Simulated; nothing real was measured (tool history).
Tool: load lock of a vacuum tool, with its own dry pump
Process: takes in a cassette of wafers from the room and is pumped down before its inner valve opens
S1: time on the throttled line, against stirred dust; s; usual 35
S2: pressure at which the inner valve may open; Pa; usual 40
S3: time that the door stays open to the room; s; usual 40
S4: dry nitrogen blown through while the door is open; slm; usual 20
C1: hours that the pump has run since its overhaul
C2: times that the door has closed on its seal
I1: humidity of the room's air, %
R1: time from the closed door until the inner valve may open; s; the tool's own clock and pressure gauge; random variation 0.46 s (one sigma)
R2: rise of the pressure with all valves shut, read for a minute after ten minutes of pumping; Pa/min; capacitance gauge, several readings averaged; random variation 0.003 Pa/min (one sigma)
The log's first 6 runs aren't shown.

run    hour  S1  S2   S3  S4    C1    C2    I1    R1     R2
  7   691.3  35  40   40  20  6147  3487  43.5  61.6  0.022
  8   779.6  35  40   40  20  6235  3596  44.0  61.9  0.027
  9   905.6  35  40   40  20  6361  3751  49.2  62.8  0.031
 10  1000.4  35  40   40  20  6456  3868  44.3  62.0  0.028
 11  1086.8  35  40   40  20  6543  3974  47.5  62.3  0.026
 12  1228.3  35  40   40  20  6684  4149  45.8  61.8  0.025
 13  1293.1  35  40   40  20  6749  4228  42.6  62.3  0.026
 14  1425.4  35  40   40  20  6881  4391  46.5  62.4  0.030
 15  1529.6  35  40   40   4  6985  4520  41.8  62.2  0.035
 16  1627.3  35  40   40  20  7083  4640  43.8  62.1  0.032
 17  1776.6  35  40   40  20  7232  4824  45.6  62.0  0.032
 18  1922.6  35  40  192  20  7378  5004  41.9  62.3  0.050
 19  1995.4  35  71   40  20  7451  5093  48.1  60.0  0.034
 20  2110.9  39  41   40  22  7567  5236  46.5  65.8  0.030
 21  2237.6  52  39  134  15  7693  5392  44.8  75.4  0.051
 22  2384.0  53  62   89  19  7840  5572  44.3  73.3  0.044
 23  2478.5  35  37   87  20  7934  5688  48.9  62.6  0.045

Forecast run 24:
 24  2545.6  35  37  87  20  8001  5771  41.8   ?   ?

{"run 24": {"R1": 62.2, "R2": 0.043}}
Without the tool's hidden state the same run would have given R1 58.4 s, R2 0.028 Pa/min.
